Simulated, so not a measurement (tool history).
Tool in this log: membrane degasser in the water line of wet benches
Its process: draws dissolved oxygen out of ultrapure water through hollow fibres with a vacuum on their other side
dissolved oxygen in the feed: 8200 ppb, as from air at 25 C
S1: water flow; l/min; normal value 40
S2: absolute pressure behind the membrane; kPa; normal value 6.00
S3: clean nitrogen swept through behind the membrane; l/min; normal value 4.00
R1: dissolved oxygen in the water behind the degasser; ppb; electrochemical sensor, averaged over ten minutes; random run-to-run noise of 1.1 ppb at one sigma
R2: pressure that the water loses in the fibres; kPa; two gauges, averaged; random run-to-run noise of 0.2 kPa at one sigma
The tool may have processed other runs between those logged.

{"run": 1, "day": 0.0, "S1": 40, "S2": 6.0, "S3": 4.0, "R1": 108.4, "R2": 42.99}
{"run": 2, "day": 2.392, "S1": 40, "S2": 6.0, "S3": 4.0, "R1": 110.1, "R2": 43.54}
{"run": 3, "day": 4.096, "S1": 40, "S2": 6.0, "S3": 4.0, "R1": 107.9, "R2": 43.8}
{"run": 4, "day": 6.317, "S1": 40, "S2": 6.0, "S3": 4.0, "R1": 107.5, "R2": 43.38}
{"run": 5, "day": 8.758, "S1": 40, "S2": 6.0, "S3": 4.0, "R1": 109.5, "R2": 43.43}
{"run": 6, "day": 10.604, "S1": 40, "S2": 6.0, "S3": 4.0, "R1": 108.5, "R2": 43.39}
{"run": 7, "day": 12.467, "S1": 40, "S2": 6.0, "S3": 4.0, "R1": 107.3, "R2": 43.31}
{"run": 8, "day": 13.679, "S1": 40, "S2": 6.0, "S3": 4.0, "R1": 109.7, "R2": 43.35}
{"run": 9, "day": 14.975, "S1": 40, "S2": 6.0, "S3": 4.0, "R1": 108.8, "R2": 43.19}
{"run": 10, "day": 17.171, "S1": 51, "S2": 6.0, "S3": 4.0, "R1": 156.6, "R2": 54.85}
{"run": 11, "day": 19.258, "S1": 51, "S2": 6.0, "S3": 4.0, "R1": 156.7, "R2": 54.85}
{"run": 12, "day": 20.554, "S1": 51, "S2": 6.0, "S3": 4.0, "R1": 158.6, "R2": 55.63}
{"run": 13, "day": 22.404, "S1": 40, "S2": 6.0, "S3": 4.0, "R1": 112.0, "R2": 43.25}
{"run": 14, "day": 24.862, "S1": 40, "S2": 6.0, "S3": 4.0, "R1": 109.6, "R2": 43.24}
{"run": 15, "day": 27.042, "S1": 40, "S2": 6.0, "S3": 4.0, "R1": 110.3, "R2": 43.69}
{"run": 16, "day": 28.867, "S1": 40, "S2": 6.0, "S3": 4.0, "R1": 109.5, "R2": 43.38}
{"run": 17, "day": 30.775, "S1": 40, "S2": 6.0, "S3": 4.0, "R1": 110.7, "R2": 43.72}
{"run": 18, "day": 32.504, "S1": 24, "S2": 4.31, "S3": 3.6, "R1": 30.3, "R2": 25.82}
{"run": 19, "day": 34.55, "S1": 43, "S2": 6.0, "S3": 6.2, "R1": 98.4, "R2": 46.8}
{"run": 20, "day": 35.833, "S1": 31, "S2": 10.28, "S3": 1.97, "R1": 273.1, "R2": 33.69}
{"run": 21, "day": 37.146, "S1": 39, "S2": 10.28, "S3": 4.72, "R1": 179.9, "R2": 42.04}
{"run": 22, "day": 39.325, "S1": 39, "S2": 10.28, "S3": 4.72, "R1": 179.4, "R2": 42.54}
{"run": 23, "day": 40.925, "S1": 29, "S2": 5.35, "S3": 4.0, "R1": 59.7, "R2": 31.58}
{"run": 24, "day": 43.342, "S1": 29, "S2": 5.35, "S3": 4.0, "R1": 54.4, "R2": 31.62}
{"run": 25, "day": 44.508, "S1": 29, "S2": 5.35, "S3": 7.1, "R1": 39.8, "R2": 31.48}
{"run": 26, "day": 46.075, "S1": 61, "S2": 6.0, "S3": 5.47, "R1": 177.3, "R2": 66.38}
{"run": 27, "day": 48.6, "S1": 61, "S2": 6.0, "S3": 5.47, "R1": 178.2, "R2": 66.56}
{"run": 28, "day": 50.85, "S1": 61, "S2": 9.3, "S3": 4.63, "R1": 285.8, "R2": 66.52}
{"run": 29, "day": 53.375, "S1": 61, "S2": 9.3, "S3": 2.46, "R1": 421.6, "R2": 66.65}
{"run": 30, "day": 55.55, "S1": 61, "S2": 9.3, "S3": 2.46, "R1": 416.8, "R2": 66.54}
{"run": 31, "day": 57.192, "S1": 40, "S2": 6.0, "S3": 7.91, "R1": 74.3, "R2": 43.37}

Not shown: 2 entries that the log had between the listed runs. Between which runs, and how does the tool's hidden state differ before and after?
In the gap between runs 20 and 21: vacuum gauge calibrated (day 36.079)
  true pressure behind the membrane over the reading, kPa: 0.21 -> 0.26; air that leaks in behind the membrane, l/min: 0.0072 -> 0.0073
  measured value less the no-hidden-state value, R1: +9.2 -> +7.9 ppb; R2: +0.41 -> +0.53 kPa
In the gap between runs 23 and 24: vacuum gauge calibrated, once more (day 43.233)
  true pressure behind the membrane over the reading, kPa: 0.27 -> 0.02; air that leaks in behind the membrane, l/min: 0.0077 -> 0.0079
  measured value less the no-hidden-state value, R1: +6.2 -> +1.8 ppb; R2: +0.41 -> +0.42 kPa
